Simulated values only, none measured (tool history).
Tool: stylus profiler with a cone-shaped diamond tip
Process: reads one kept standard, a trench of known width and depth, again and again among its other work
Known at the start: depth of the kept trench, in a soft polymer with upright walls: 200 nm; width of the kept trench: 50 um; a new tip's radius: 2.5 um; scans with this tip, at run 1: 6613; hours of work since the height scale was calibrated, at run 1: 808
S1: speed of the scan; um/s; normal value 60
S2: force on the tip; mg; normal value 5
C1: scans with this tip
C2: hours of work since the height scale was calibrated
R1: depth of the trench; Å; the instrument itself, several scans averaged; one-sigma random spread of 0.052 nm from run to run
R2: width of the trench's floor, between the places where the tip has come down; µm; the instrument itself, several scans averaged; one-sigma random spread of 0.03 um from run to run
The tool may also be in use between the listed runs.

{"run": 1, "hour": 0.0, "S1": 60, "S2": 5, "C1": 6613, "C2": 808, "R1": 2030.4, "R2": 47.93}
{"run": 2, "hour": 76.2, "S1": 60, "S2": 2.35, "C1": 6928, "C2": 846, "R1": 2018.5, "R2": 47.82}
{"run": 3, "hour": 171.2, "S1": 60, "S2": 2.35, "C1": 7321, "C2": 894, "R1": 2018.7, "R2": 47.81}
{"run": 4, "hour": 245.1, "S1": 60, "S2": 2.35, "C1": 7627, "C2": 931, "R1": 2018.1, "R2": 47.81}
{"run": 5, "hour": 295.4, "S1": 60, "S2": 4.9, "C1": 7835, "C2": 957, "R1": 2030.6, "R2": 47.89}
{"run": 6, "hour": 345.1, "S1": 60, "S2": 4.9, "C1": 8040, "C2": 982, "R1": 2031, "R2": 47.92}
{"run": 7, "hour": 400.3, "S1": 23, "S2": 5, "C1": 8269, "C2": 1010, "R1": 2030.7, "R2": 47.95}
{"run": 8, "hour": 464.9, "S1": 23, "S2": 5, "C1": 8536, "C2": 1043, "R1": 2030.9, "R2": 47.96}
{"run": 9, "hour": 510.5, "S1": 23, "S2": 5, "C1": 8725, "C2": 1066, "R1": 2031.8, "R2": 47.97}
{"run": 10, "hour": 608.7, "S1": 60, "S2": 3.02, "C1": 9131, "C2": 1115, "R1": 2022.3, "R2": 47.83}
{"run": 11, "hour": 682.0, "S1": 17, "S2": 5, "C1": 9434, "C2": 1152, "R1": 2030.9, "R2": 47.97}
{"run": 12, "hour": 727.8, "S1": 60, "S2": 5, "C1": 9623, "C2": 1175, "R1": 2030.6, "R2": 47.92}
{"run": 13, "hour": 784.4, "S1": 60, "S2": 5, "C1": 9857, "C2": 1204, "R1": 2032.3, "R2": 47.92}
{"run": 14, "hour": 873.6, "S1": 60, "S2": 13.59, "C1": 10226, "C2": 1249, "R1": 2060.5, "R2": 47.92}
{"run": 15, "hour": 929.4, "S1": 60, "S2": 13.59, "C1": 10457, "C2": 1277, "R1": 2061.4, "R2": 47.97}
{"run": 16, "hour": 1022.6, "S1": 60, "S2": 5, "C1": 10842, "C2": 1324, "R1": 2031, "R2": 47.79}
{"run": 17, "hour": 1127.0, "S1": 60, "S2": 5, "C1": 11274, "C2": 1377, "R1": 2031.2, "R2": 47.86}
{"run": 18, "hour": 1189.2, "S1": 60, "S2": 4.73, "C1": 11531, "C2": 1408, "R1": 2030.6, "R2": 47.88}
{"run": 19, "hour": 1261.0, "S1": 32, "S2": 4.73, "C1": 11829, "C2": 1445, "R1": 2030.6, "R2": 47.98}
{"run": 20, "hour": 1333.4, "S1": 24, "S2": 5, "C1": 12128, "C2": 1481, "R1": 2030.8, "R2": 48.01}
{"run": 21, "hour": 1387.6, "S1": 24, "S2": 5, "C1": 12352, "C2": 1509, "R1": 2029.9, "R2": 47.99}
{"run": 22, "hour": 1442.7, "S1": 24, "S2": 5, "C1": 12580, "C2": 1536, "R1": 2030.8, "R2": 47.99}
{"run": 23, "hour": 1507.8, "S1": 60, "S2": 3.6, "C1": 12849, "C2": 1569, "R1": 2025, "R2": 47.85}
{"run": 24, "hour": 1565.3, "S1": 60, "S2": 14.46, "C1": 13087, "C2": 1598, "R1": 2063.7, "R2": 47.93}
{"run": 25, "hour": 1629.5, "S1": 60, "S2": 14.46, "C1": 13353, "C2": 1631, "R1": 2063.1, "R2": 47.9}
{"run": 26, "hour": 1738.2, "S1": 64, "S2": 4.23, "C1": 13802, "C2": 1686, "R1": 2028.1, "R2": 47.89}
{"hour": 1788.0, "done": "height scale calibrated on a step standard"}
{"run": 27, "hour": 1798.9, "S1": 64, "S2": 4.23, "C1": 14051, "C2": 6, "R1": 2027.7, "R2": 47.84}
{"run": 28, "hour": 1890.1, "S1": 60, "S2": 6.62, "C1": 14428, "C2": 52, "R1": 2037.7, "R2": 47.93}
{"run": 29, "hour": 1935.7, "S1": 20, "S2": 5, "C1": 14617, "C2": 75, "R1": 2032.2, "R2": 47.98}
{"run": 30, "hour": 2010.0, "S1": 36, "S2": 3.15, "C1": 14924, "C2": 112, "R1": 2022.5, "R2": 47.95}
{"run": 31, "hour": 2101.9, "S1": 100, "S2": 2.38, "C1": 15304, "C2": 159, "R1": 2018.8, "R2": 47.7}
{"run": 32, "hour": 2214.3, "S1": 36, "S2": 5, "C1": 15769, "C2": 215, "R1": 2030.9, "R2": 47.97}
{"run": 33, "hour": 2308.3, "S1": 25, "S2": 2.03, "C1": 16158, "C2": 263, "R1": 2017.1, "R2": 47.94}
{"run": 34, "hour": 2391.8, "S1": 25, "S2": 2.03, "C1": 16503, "C2": 305, "R1": 2017.2, "R2": 47.92}
{"run": 35, "hour": 2487.0, "S1": 25, "S2": 2.03, "C1": 16897, "C2": 353, "R1": 2017.1, "R2": 47.98}
{"run": 36, "hour": 2537.1, "S1": 25, "S2": 2.03, "C1": 17104, "C2": 378, "R1": 2016.9, "R2": 47.96}
{"run": 37, "hour": 2597.1, "S1": 20, "S2": 7.15, "C1": 17352, "C2": 409, "R1": 2040.1, "R2": 48.04}
{"run": 38, "hour": 2650.1, "S1": 29, "S2": 5, "C1": 17571, "C2": 435, "R1": 2031.6, "R2": 47.9}
{"run": 39, "hour": 2735.7, "S1": 100, "S2": 6.91, "C1": 17926, "C2": 479, "R1": 2038.9, "R2": 47.84}
{"run": 40, "hour": 2815.2, "S1": 158, "S2": 3.88, "C1": 18255, "C2": 519, "R1": 2027.3, "R2": 47.58}
{"run": 41, "hour": 2876.2, "S1": 93, "S2": 6.55, "C1": 18507, "C2": 550, "R1": 2036.1, "R2": 47.85}
{"run": 42, "hour": 2953.2, "S1": 20, "S2": 6.55, "C1": 18825, "C2": 589, "R1": 2038.2, "R2": 47.98}
{"run": 43, "hour": 3036.2, "S1": 60, "S2": 1.87, "C1": 19168, "C2": 631, "R1": 2016.7, "R2": 47.81}

Predict the results of run 44:
{"run": 44, "hour": 3109.9, "S1": 24, "S2": 7.73, "C1": 19473, "C2": 668, "R1": "?", "R2": "?"}

{"run 44": {"R1": 2041.8, "R2": 48.02}}
Without the tool's hidden state the same run would have given R1 2041.7 Å, R2 48.03 µm.

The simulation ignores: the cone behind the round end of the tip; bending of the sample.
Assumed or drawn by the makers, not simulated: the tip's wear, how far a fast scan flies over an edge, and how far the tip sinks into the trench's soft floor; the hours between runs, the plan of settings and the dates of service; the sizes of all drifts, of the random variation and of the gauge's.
